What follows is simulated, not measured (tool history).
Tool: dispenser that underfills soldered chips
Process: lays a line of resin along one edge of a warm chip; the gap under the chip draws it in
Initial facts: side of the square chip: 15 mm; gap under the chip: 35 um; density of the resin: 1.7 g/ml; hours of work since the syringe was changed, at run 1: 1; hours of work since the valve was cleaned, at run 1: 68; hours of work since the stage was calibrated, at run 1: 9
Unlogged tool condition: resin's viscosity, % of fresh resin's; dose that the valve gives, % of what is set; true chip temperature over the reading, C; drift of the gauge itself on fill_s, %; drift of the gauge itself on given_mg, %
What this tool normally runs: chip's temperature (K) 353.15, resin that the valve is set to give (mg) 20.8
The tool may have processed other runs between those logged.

| run | hour | chip's temperature (K) | resin that the valve is set to give (mg) | hours of work since the syringe was changed | hours of work since the valve was cleaned | hours of work since the stage was calibrated | time until the resin shows at the far edge (s) | resin that the valve gave (mg) |
|---|---|---|---|---|---|---|---|---|
| 1 | 0.0 | 353.15 | 20.8 | 1 | 68 | 9 | 486.3 | 19.47 |
| 2 | 4.0 | 353.15 | 20.8 | 3 | 71 | 12 | 590.4 | 19.69 |
| 3 | 8.9 | 353.15 | 20.8 | 6 | 74 | 15 | 752.8 | 19.74 |
|  | 11.8 | new syringe of resin |
| 4 | 12.6 | 353.15 | 24.0 | 0 | 76 | 17 | 446.9 | 22.78 |
| 5 | 18.9 | 353.15 | 24.0 | 4 | 80 | 21 | 603.1 | 22.61 |
|  | 25.1 | new syringe of resin |
| 6 | 26.3 | 353.15 | 24.0 | 1 | 84 | 25 | 476.7 | 22.62 |
| 7 | 30.1 | 353.15 | 24.0 | 3 | 86 | 27 | 579.2 | 22.56 |
| 8 | 37.5 | 353.15 | 24.0 | 8 | 91 | 32 | 807.8 | 22.51 |
|  | 38.8 | new syringe of resin |
| 9 | 41.8 | 353.15 | 18.8 | 2 | 93 | 34 | 529.5 | 17.41 |
| 10 | 45.1 | 353.15 | 20.8 | 4 | 95 | 36 | 602.7 | 19.24 |
|  | 49.3 | dispensing valve cleaned and set on the balance |
| 11 | 51.5 | 353.15 | 20.8 | 7 | 1 | 40 | 758.1 | 20.66 |
|  | 53.0 | new syringe of resin |
| 12 | 56.8 | 352.15 | 22.7 | 2 | 4 | 43 | 549.1 | 22.59 |
| 13 | 61.0 | 347.15 | 19.9 | 5 | 7 | 45 | 852.7 | 19.87 |
|  | 66.4 | new syringe of resin |
| 14 | 68.8 | 356.15 | 20.8 | 2 | 11 | 50 | 430.3 | 20.77 |
| 15 | 73.9 | 356.15 | 20.8 | 5 | 15 | 53 | 554.8 | 20.46 |
| 16 | 77.9 | 356.15 | 20.8 | 7 | 17 | 55 | 673.5 | 20.43 |
|  | 80.0 | new syringe of resin |
| 17 | 84.1 | 341.15 | 19.6 | 2 | 21 | 59 | 908.1 | 19.30 |
| 18 | 88.6 | 341.15 | 19.6 | 5 | 23 | 62 | 1168.4 | 19.37 |
| 19 | 92.5 | 341.15 | 19.6 | 8 | 26 | 64 | 1376.1 | 19.12 |
|  | 93.4 | new syringe of resin |
| 20 | 98.5 | 357.15 | 19.6 | 3 | 29 | 67 | 489.7 | 19.18 |
| 21 | 102.4 | 357.15 | 19.6 | 6 | 32 | 70 | 591.5 | 19.18 |
| 22 | 105.8 | 362.15 | 18.0 | 8 | 34 | 72 | 581.2 | 17.45 |

What if the next run were any one of these 5? Each begins from the tool's condition after run 22:
|  | 106.7 | new syringe of resin |
| A | 109.5 | 367.15 | 23.0 | 2 | 36 | 74 | ? | ? |
|  | 106.7 | new syringe of resin |
| B | 109.5 | 340.15 | 20.3 | 2 | 36 | 74 | ? | ? |
|  | 106.7 | new syringe of resin |
| C | 109.5 | 362.15 | 23.3 | 2 | 36 | 74 | ? | ? |
|  | 106.7 | new syringe of resin |
| D | 109.5 | 342.15 | 25.3 | 2 | 36 | 74 | ? | ? |
|  | 106.7 | new syringe of resin |
| E | 109.5 | 353.15 | 20.7 | 2 | 36 | 74 | ? | ? |

| run | time until the resin shows at the far edge (s) | resin that the valve gave (mg) |
|---|---|---|
| A | 290.6 | 22.26 |
| B | 918.3 | 19.91 |
| C | 355.0 | 22.60 |
| D | 839.1 | 24.57 |
| E | 515.4 | 20.13 |
Stripped of hidden state, with their random variation kept, the same runs would have yielded:
| run | time until the resin shows at the far edge (s) | resin that the valve gave (mg) |
|---|---|---|
| A | 244.7 | 22.88 |
| B | 769.7 | 20.46 |
| C | 298.8 | 23.23 |
| D | 705.6 | 25.25 |
| E | 432.7 | 20.69 |
